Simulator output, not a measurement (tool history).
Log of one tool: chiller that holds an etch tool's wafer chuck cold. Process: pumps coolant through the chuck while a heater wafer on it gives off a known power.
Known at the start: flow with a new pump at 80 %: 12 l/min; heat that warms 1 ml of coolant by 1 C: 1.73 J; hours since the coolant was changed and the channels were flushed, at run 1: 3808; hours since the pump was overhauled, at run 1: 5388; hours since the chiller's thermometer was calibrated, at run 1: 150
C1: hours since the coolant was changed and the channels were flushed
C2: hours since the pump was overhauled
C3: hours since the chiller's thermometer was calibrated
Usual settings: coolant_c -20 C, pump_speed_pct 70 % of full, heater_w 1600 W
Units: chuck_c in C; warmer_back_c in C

{"run": 1, "hour": 0.0, "coolant_c": -20, "pump_speed_pct": 70, "heater_w": 1600, "C1": 3808, "C2": 5388, "C3": 150, "chuck_c": -4.0, "warmer_back_c": 6.02}
{"run": 2, "hour": 155.0, "coolant_c": -20, "pump_speed_pct": 70, "heater_w": 1600, "C1": 3963, "C2": 5543, "C3": 305, "chuck_c": -3.9, "warmer_back_c": 6.05}
{"run": 3, "hour": 248.8, "coolant_c": -20, "pump_speed_pct": 70, "heater_w": 1600, "C1": 4057, "C2": 5637, "C3": 399, "chuck_c": -3.7, "warmer_back_c": 6.06}
{"run": 4, "hour": 418.8, "coolant_c": -20, "pump_speed_pct": 70, "heater_w": 1600, "C1": 4227, "C2": 5807, "C3": 569, "chuck_c": -3.9, "warmer_back_c": 6.07}
{"run": 5, "hour": 613.3, "coolant_c": -20, "pump_speed_pct": 70, "heater_w": 1642, "C1": 4421, "C2": 6002, "C3": 764, "chuck_c": -3.2, "warmer_back_c": 6.22}
{"run": 6, "hour": 713.8, "coolant_c": -20, "pump_speed_pct": 70, "heater_w": 1642, "C1": 4522, "C2": 6102, "C3": 864, "chuck_c": -3.1, "warmer_back_c": 6.23}
{"run": 7, "hour": 815.4, "coolant_c": -27, "pump_speed_pct": 62, "heater_w": 1640, "C1": 4623, "C2": 6204, "C3": 966, "chuck_c": -8.1, "warmer_back_c": 7.2}
{"run": 8, "hour": 1003.7, "coolant_c": -27, "pump_speed_pct": 62, "heater_w": 1640, "C1": 4812, "C2": 6392, "C3": 1154, "chuck_c": -7.9, "warmer_back_c": 7.23}
{"run": 9, "hour": 1112.9, "coolant_c": -27, "pump_speed_pct": 62, "heater_w": 1640, "C1": 4921, "C2": 6501, "C3": 1263, "chuck_c": -7.7, "warmer_back_c": 7.24}

Run 10 comes next. What will it give?
{"run": 10, "hour": 1216.6, "coolant_c": -28, "pump_speed_pct": 86, "heater_w": 1564, "C1": 5025, "C2": 6605, "C3": 1367, "chuck_c": "?", "warmer_back_c": "?"}

Run 10 gave chuck_c -14.7 C, warmer_back_c 4.75 C.
Without the tool's hidden state the same run would have given chuck_c -17.4 C, warmer_back_c 4.14 C.

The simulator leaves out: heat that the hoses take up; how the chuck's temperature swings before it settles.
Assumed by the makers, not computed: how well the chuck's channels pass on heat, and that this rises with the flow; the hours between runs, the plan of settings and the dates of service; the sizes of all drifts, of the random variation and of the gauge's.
